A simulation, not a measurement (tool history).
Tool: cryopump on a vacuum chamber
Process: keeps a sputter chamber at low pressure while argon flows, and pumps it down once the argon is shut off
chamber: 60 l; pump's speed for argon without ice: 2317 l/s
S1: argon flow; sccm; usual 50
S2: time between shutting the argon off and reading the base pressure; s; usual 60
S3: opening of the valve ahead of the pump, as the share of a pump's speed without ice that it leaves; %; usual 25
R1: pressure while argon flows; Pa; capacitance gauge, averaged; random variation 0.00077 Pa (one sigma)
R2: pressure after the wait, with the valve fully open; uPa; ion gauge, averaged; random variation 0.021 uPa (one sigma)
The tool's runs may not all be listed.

run    hour  S1   S2  S3      R1    R2
  1       0  50   60  25  0.1507  1.18
  2    92.4  50   60  25  0.1528   1.3
  3     148  50   60  25  0.1537  1.29
  4   198.1  50   60  25  0.1551  1.38
  5   264.8  50   60  25  0.1555  1.45
  6   340.2  50   60  25  0.1591  1.53
  7   396.5  50   60  25  0.1595  1.62
  8   474.7  50   38  25    0.16  1.83
  9   513.3  50   38  25  0.1615  1.94
      545.9  -- pump warmed up, emptied and cooled again
 10   590.8  50   38  25   0.147  1.55
 11   683.5  50   38  25  0.1488  1.64
 12   738.7  50   38  25  0.1509  1.69
 13   816.6  50   38  25  0.1502  1.81
 14   901.1  50   38  25  0.1521  1.93
 15   969.4  41  279  25  0.1269  1.64
 16  1011.7  50   28  32  0.1222  2.23
 17  1098.4  32   55  25  0.0996  1.98
 18    1154  44  115  47  0.0785   1.9
 19  1195.8  26  115  47  0.0472  1.97
     1211.8  -- leaking fittings of the chamber tightened, without venting
 20  1272.6  34   33  50  0.0589  0.81
     1329.1  -- pump warmed up, emptied and cooled again
 21  1334.4  22   37  37   0.044  0.67
 22  1427.3  90   84  19  0.3474   0.5
 23  1474.9  90  165  18  0.3704  0.43
 24  1535.3  88  169  25  0.2624  0.45
 25  1575.6  54  297  46  0.0902  0.46
 26  1648.8  48   60  25  0.1457  0.71
 27  1724.6  28   48  47  0.0471  0.86

Forecast each of these 4 alternatives for the next run:
  A  1763  95   72  25   ?   ?
  B  1763  50  124  43   ?   ?
  C  1763  98  128  16   ?   ?
  D  1763  48   75  36   ?   ?

run      R1    R2
  A  0.2913  0.81
  B  0.0928  0.71
  C  0.4601  0.69
  D  0.1041  0.75
Without the tool's hidden state the same runs would have given:
run      R1    R2
  A  0.2764   0.4
  B   0.085  0.31
  C  0.4448  0.28
  D  0.0966  0.37
